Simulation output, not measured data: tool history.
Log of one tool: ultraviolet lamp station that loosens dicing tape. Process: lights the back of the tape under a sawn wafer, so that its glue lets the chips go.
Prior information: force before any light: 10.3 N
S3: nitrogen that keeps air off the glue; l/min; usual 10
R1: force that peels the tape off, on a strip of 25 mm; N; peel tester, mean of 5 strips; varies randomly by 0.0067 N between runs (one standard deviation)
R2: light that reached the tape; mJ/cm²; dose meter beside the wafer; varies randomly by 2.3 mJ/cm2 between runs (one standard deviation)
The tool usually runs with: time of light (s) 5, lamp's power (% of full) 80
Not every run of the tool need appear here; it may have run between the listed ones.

{"run": 1, "hour": 0.0, "time of light (s)": 5, "lamp's power (% of full)": 80, "S3": 10, "R1": 0.35, "R2": 201}
{"run": 2, "hour": 16.6, "time of light (s)": 5, "lamp's power (% of full)": 80, "S3": 10, "R1": 0.362, "R2": 200}
{"run": 3, "hour": 33.8, "time of light (s)": 5, "lamp's power (% of full)": 80, "S3": 10, "R1": 0.366, "R2": 198}
{"run": 4, "hour": 63.5, "time of light (s)": 9, "lamp's power (% of full)": 80, "S3": 10, "R1": 0.134, "R2": 354}
{"run": 5, "hour": 85.5, "time of light (s)": 9, "lamp's power (% of full)": 80, "S3": 10, "R1": 0.135, "R2": 353}
{"run": 6, "hour": 115.3, "time of light (s)": 9, "lamp's power (% of full)": 80, "S3": 10, "R1": 0.135, "R2": 355}
{"run": 7, "hour": 141.0, "time of light (s)": 9, "lamp's power (% of full)": 80, "S3": 10, "R1": 0.135, "R2": 348}
{"run": 8, "hour": 165.6, "time of light (s)": 9, "lamp's power (% of full)": 80, "S3": 10, "R1": 0.136, "R2": 344}
{"run": 9, "hour": 191.6, "time of light (s)": 9, "lamp's power (% of full)": 80, "S3": 10, "R1": 0.148, "R2": 338}
{"run": 10, "hour": 215.7, "time of light (s)": 9, "lamp's power (% of full)": 81, "S3": 10, "R1": 0.123, "R2": 337}
{"run": 11, "hour": 248.5, "time of light (s)": 9, "lamp's power (% of full)": 81, "S3": 10, "R1": 0.135, "R2": 338}
{"run": 12, "hour": 265.6, "time of light (s)": 2, "lamp's power (% of full)": 80, "S3": 4, "R1": 3.592, "R2": 76}
{"run": 13, "hour": 300.3, "time of light (s)": 4, "lamp's power (% of full)": 83, "S3": 4, "R1": 1.337, "R2": 147}
{"run": 14, "hour": 327.6, "time of light (s)": 2, "lamp's power (% of full)": 70, "S3": 4, "R1": 4.305, "R2": 62}
{"run": 15, "hour": 359.3, "time of light (s)": 5, "lamp's power (% of full)": 70, "S3": 7, "R1": 0.857, "R2": 155}
{"run": 16, "hour": 392.7, "time of light (s)": 2, "lamp's power (% of full)": 81, "S3": 4, "R1": 4.045, "R2": 70}
{"run": 17, "hour": 421.2, "time of light (s)": 5, "lamp's power (% of full)": 66, "S3": 6, "R1": 1.11, "R2": 139}
{"run": 18, "hour": 456.0, "time of light (s)": 5, "lamp's power (% of full)": 66, "S3": 6, "R1": 1.154, "R2": 137}
{"run": 19, "hour": 473.2, "time of light (s)": 5, "lamp's power (% of full)": 66, "S3": 6, "R1": 1.183, "R2": 140}
{"run": 20, "hour": 503.6, "time of light (s)": 5, "lamp's power (% of full)": 66, "S3": 6, "R1": 1.233, "R2": 136}
{"run": 21, "hour": 525.4, "time of light (s)": 2, "lamp's power (% of full)": 99, "S3": 6, "R1": 2.855, "R2": 81}

Selected run-to-run steps in R1, each split into two signed amounts: the part the tool would show with no hidden state at all (from settings, incoming material and random variation), and the remainder, which goes to the hidden state together with any gauge scatter not common to the measured and the hidden-state-free results:
The tool's hidden condition here consists of: lamp's light, % of a new lamp's; light that the window lets through, % of a clean one's; drift of the gauge itself on peel_n, %; drift of the gauge itself on dose_mj_cm2, %.
Run 11 -> 12: time of light (s) 9 -> 2, lamp's power (% of full) 81 -> 80, S3 10 -> 4. R1 +3.457 N: hidden state +1.007, all else +2.45.
Run 14 -> 15: time of light (s) 2 -> 5, S3 4 -> 7. R1 -3.448 N: hidden state -0.695, all else -2.753.
Run 15 -> 16: time of light (s) 5 -> 2, lamp's power (% of full) 70 -> 81, S3 7 -> 4. R1 +3.188 N: hidden state +0.83, all else +2.358.

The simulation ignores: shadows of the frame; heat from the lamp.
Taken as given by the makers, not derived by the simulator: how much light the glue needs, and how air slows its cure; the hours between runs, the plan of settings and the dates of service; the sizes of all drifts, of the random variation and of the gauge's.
